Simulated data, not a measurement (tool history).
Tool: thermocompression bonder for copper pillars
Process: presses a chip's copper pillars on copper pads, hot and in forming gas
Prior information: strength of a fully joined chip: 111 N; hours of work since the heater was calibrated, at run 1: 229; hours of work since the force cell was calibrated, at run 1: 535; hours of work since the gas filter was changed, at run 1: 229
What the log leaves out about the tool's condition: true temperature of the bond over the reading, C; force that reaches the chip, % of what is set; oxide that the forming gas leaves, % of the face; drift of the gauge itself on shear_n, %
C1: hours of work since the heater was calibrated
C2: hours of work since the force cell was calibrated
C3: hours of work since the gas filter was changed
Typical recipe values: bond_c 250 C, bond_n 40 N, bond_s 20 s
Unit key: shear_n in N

run 1 hour=0.0 | bond_c=250 bond_n=40 bond_s=20 | C1=229 C2=535 C3=229 | shear_n=43.0
run 2 hour=16.2 | bond_c=250 bond_n=40 bond_s=20 | C1=242 C2=548 C3=242 | shear_n=42.5
run 3 hour=50.7 | bond_c=250 bond_n=32 bond_s=20 | C1=269 C2=576 C3=269 | shear_n=32.0
run 4 hour=85.5 | bond_c=250 bond_n=30 bond_s=20 | C1=297 C2=603 C3=297 | shear_n=30.1
run 5 hour=99.6 | bond_c=250 bond_n=30 bond_s=20 | C1=309 C2=615 C3=309 | shear_n=30.4
run 6 hour=123.2 | bond_c=250 bond_n=30 bond_s=20 | C1=327 C2=634 C3=327 | shear_n=28.8
run 7 hour=143.1 | bond_c=250 bond_n=30 bond_s=20 | C1=343 C2=649 C3=343 | shear_n=29.4
run 8 hour=158.6 | bond_c=258 bond_n=40 bond_s=20 | C1=356 C2=662 C3=356 | shear_n=43.2
-- hour=162.6 force cell calibrated
run 9 hour=195.1 | bond_c=258 bond_n=40 bond_s=20 | C1=384 C2=26 C3=384 | shear_n=42.9
run 10 hour=228.6 | bond_c=258 bond_n=40 bond_s=20 | C1=411 C2=53 C3=411 | shear_n=41.4
-- hour=250.2 force cell calibrated, once more
run 11 hour=260.5 | bond_c=250 bond_n=44 bond_s=17 | C1=435 C2=8 C3=435 | shear_n=43.8
-- hour=267.5 forming gas filter changed
run 12 hour=290.1 | bond_c=229 bond_n=40 bond_s=32 | C1=458 C2=31 C3=18 | shear_n=42.4
run 13 hour=312.5 | bond_c=229 bond_n=40 bond_s=32 | C1=476 C2=49 C3=36 | shear_n=44.5
run 14 hour=331.0 | bond_c=246 bond_n=40 bond_s=20 | C1=491 C2=64 C3=51 | shear_n=42.9
run 15 hour=359.0 | bond_c=246 bond_n=40 bond_s=20 | C1=513 C2=87 C3=73 | shear_n=44.4
run 16 hour=377.3 | bond_c=246 bond_n=40 bond_s=20 | C1=528 C2=101 C3=88 | shear_n=43.2
run 17 hour=397.8 | bond_c=250 bond_n=41 bond_s=18 | C1=544 C2=118 C3=104 | shear_n=44.1
run 18 hour=422.7 | bond_c=250 bond_n=41 bond_s=18 | C1=564 C2=138 C3=124 | shear_n=44.7
run 19 hour=443.6 | bond_c=229 bond_n=28 bond_s=37 | C1=581 C2=154 C3=141 | shear_n=30.4

Forecast each of these 5 alternatives for the next run:
run A hour=466.1 | bond_c=229 bond_n=49 bond_s=37 | C1=599 C2=172 C3=159 | shear_n=?
run B hour=466.1 | bond_c=245 bond_n=28 bond_s=37 | C1=599 C2=172 C3=159 | shear_n=?
run C hour=466.1 | bond_c=229 bond_n=28 bond_s=24 | C1=599 C2=172 C3=159 | shear_n=?
run D hour=466.1 | bond_c=229 bond_n=25 bond_s=37 | C1=599 C2=172 C3=159 | shear_n=?
run E hour=466.1 | bond_c=247 bond_n=43 bond_s=37 | C1=599 C2=172 C3=159 | shear_n=?

run=A shear_n=55.1
run=B shear_n=35.1
run=C shear_n=24.6
run=D shear_n=24.6
run=E shear_n=57.3
With the hidden condition removed and each run's random variation left untouched, the same runs would have given:
run=A shear_n=60.4
run=B shear_n=38.8
run=C shear_n=27.4
run=D shear_n=27.4
run=E shear_n=62.5

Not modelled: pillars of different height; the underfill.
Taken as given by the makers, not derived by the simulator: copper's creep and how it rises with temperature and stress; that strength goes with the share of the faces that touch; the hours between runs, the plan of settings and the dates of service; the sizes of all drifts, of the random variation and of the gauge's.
